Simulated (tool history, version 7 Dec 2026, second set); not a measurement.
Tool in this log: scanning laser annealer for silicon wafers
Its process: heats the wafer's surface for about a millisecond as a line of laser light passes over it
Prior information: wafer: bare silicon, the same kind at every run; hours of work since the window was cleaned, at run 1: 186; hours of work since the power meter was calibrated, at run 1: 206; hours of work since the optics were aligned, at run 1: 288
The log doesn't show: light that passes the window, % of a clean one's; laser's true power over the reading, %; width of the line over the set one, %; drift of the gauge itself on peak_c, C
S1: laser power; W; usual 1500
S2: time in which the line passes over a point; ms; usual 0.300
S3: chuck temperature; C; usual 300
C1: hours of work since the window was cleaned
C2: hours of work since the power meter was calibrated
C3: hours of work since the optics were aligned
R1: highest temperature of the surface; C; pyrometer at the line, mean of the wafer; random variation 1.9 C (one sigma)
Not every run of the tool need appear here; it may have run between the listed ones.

run 1 day=0.000 | S1=1500 S2=0.300 S3=300 | C1=186 C2=206 C3=288 | R1=1079
run 2 day=0.325 | S1=1369 S2=0.300 S3=300 | C1=189 C2=209 C3=291 | R1=1015
run 3 day=0.692 | S1=1275 S2=0.300 S3=300 | C1=192 C2=213 C3=294 | R1=967
run 4 day=1.142 | S1=1500 S2=0.300 S3=300 | C1=197 C2=217 C3=299 | R1=1082
run 5 day=1.696 | S1=1500 S2=0.300 S3=300 | C1=202 C2=222 C3=304 | R1=1079
run 6 day=2.071 | S1=1432 S2=0.300 S3=300 | C1=205 C2=226 C3=308 | R1=1044
run 7 day=2.392 | S1=1500 S2=0.300 S3=300 | C1=209 C2=229 C3=311 | R1=1078
run 8 day=2.796 | S1=1500 S2=0.300 S3=300 | C1=212 C2=233 C3=315 | R1=1076
run 9 day=3.042 | S1=1500 S2=0.300 S3=300 | C1=215 C2=235 C3=317 | R1=1077
run 10 day=3.533 | S1=1428 S2=0.300 S3=300 | C1=220 C2=240 C3=322 | R1=1040
run 11 day=3.804 | S1=1428 S2=0.300 S3=300 | C1=222 C2=243 C3=324 | R1=1037
run 12 day=4.117 | S1=1500 S2=0.300 S3=300 | C1=225 C2=246 C3=327 | R1=1077
run 13 day=4.508 | S1=1500 S2=0.300 S3=300 | C1=229 C2=249 C3=331 | R1=1078
run 14 day=4.938 | S1=1431 S2=0.300 S3=300 | C1=233 C2=253 C3=335 | R1=1041
run 15 day=5.362 | S1=1500 S2=0.314 S3=300 | C1=237 C2=258 C3=339 | R1=1089
run 16 day=5.629 | S1=1500 S2=0.314 S3=300 | C1=240 C2=260 C3=342 | R1=1089
run 17 day=6.175 | S1=1500 S2=0.314 S3=284 | C1=245 C2=265 C3=347 | R1=1077
run 18 day=6.488 | S1=1500 S2=0.314 S3=284 | C1=248 C2=268 C3=350 | R1=1074
run 19 day=7.021 | S1=1500 S2=0.276 S3=300 | C1=253 C2=273 C3=355 | R1=1047
run 20 day=7.525 | S1=1326 S2=0.217 S3=327 | C1=258 C2=278 C3=360 | R1=921
run 21 day=7.842 | S1=1326 S2=0.368 S3=327 | C1=261 C2=281 C3=363 | R1=1072
run 22 day=8.171 | S1=1638 S2=0.260 S3=288 | C1=264 C2=285 C3=366 | R1=1082
run 23 day=8.700 | S1=1624 S2=0.315 S3=299 | C1=269 C2=290 C3=371 | R1=1152
run 24 day=9.129 | S1=1624 S2=0.215 S3=337 | C1=273 C2=294 C3=375 | R1=1057
run 25 day=9.675 | S1=1345 S2=0.285 S3=300 | C1=279 C2=299 C3=381 | R1=976
run 26 day=9.929 | S1=1345 S2=0.248 S3=300 | C1=281 C2=301 C3=383 | R1=937
run 27 day=10.362 | S1=1345 S2=0.248 S3=268 | C1=285 C2=306 C3=387 | R1=907
run 28 day=10.700 | S1=1345 S2=0.248 S3=268 | C1=288 C2=309 C3=391 | R1=903
run 29 day=11.146 | S1=1520 S2=0.330 S3=316 | C1=293 C2=313 C3=395 | R1=1128
run 30 day=11.475 | S1=1520 S2=0.330 S3=316 | C1=296 C2=316 C3=398 | R1=1124
run 31 day=11.892 | S1=1520 S2=0.330 S3=316 | C1=300 C2=320 C3=402 | R1=1129
run 32 day=12.350 | S1=1520 S2=0.330 S3=316 | C1=304 C2=325 C3=406 | R1=1123
run 33 day=12.654 | S1=1500 S2=0.234 S3=300 | C1=307 C2=328 C3=409 | R1=991
run 34 day=13.017 | S1=1591 S2=0.234 S3=300 | C1=311 C2=331 C3=413 | R1=1031

For some of the steps in R1 from one run to the next: how much would appear even if the tool had no hidden state, given the settings, what came in and random variation, and how much remains for the hidden state plus any gauge scatter that the measured result and the result without hidden state don't share?
Run 19 -> 20: S1 1500 -> 1326, S2 0.276 -> 0.217, S3 300 -> 327. R1 -126 C: hidden state +8, all else -134.
Run 20 -> 21: S2 0.217 -> 0.368. R1 +151 C: hidden state -9, all else +160.
Run 28 -> 29: S1 1345 -> 1520, S2 0.248 -> 0.330, S3 268 -> 316. R1 +225 C: hidden state -11, all else +236.
Run 32 -> 33: S1 1520 -> 1500, S2 0.330 -> 0.234, S3 316 -> 300. R1 -132 C: hidden state +6, all else -138.

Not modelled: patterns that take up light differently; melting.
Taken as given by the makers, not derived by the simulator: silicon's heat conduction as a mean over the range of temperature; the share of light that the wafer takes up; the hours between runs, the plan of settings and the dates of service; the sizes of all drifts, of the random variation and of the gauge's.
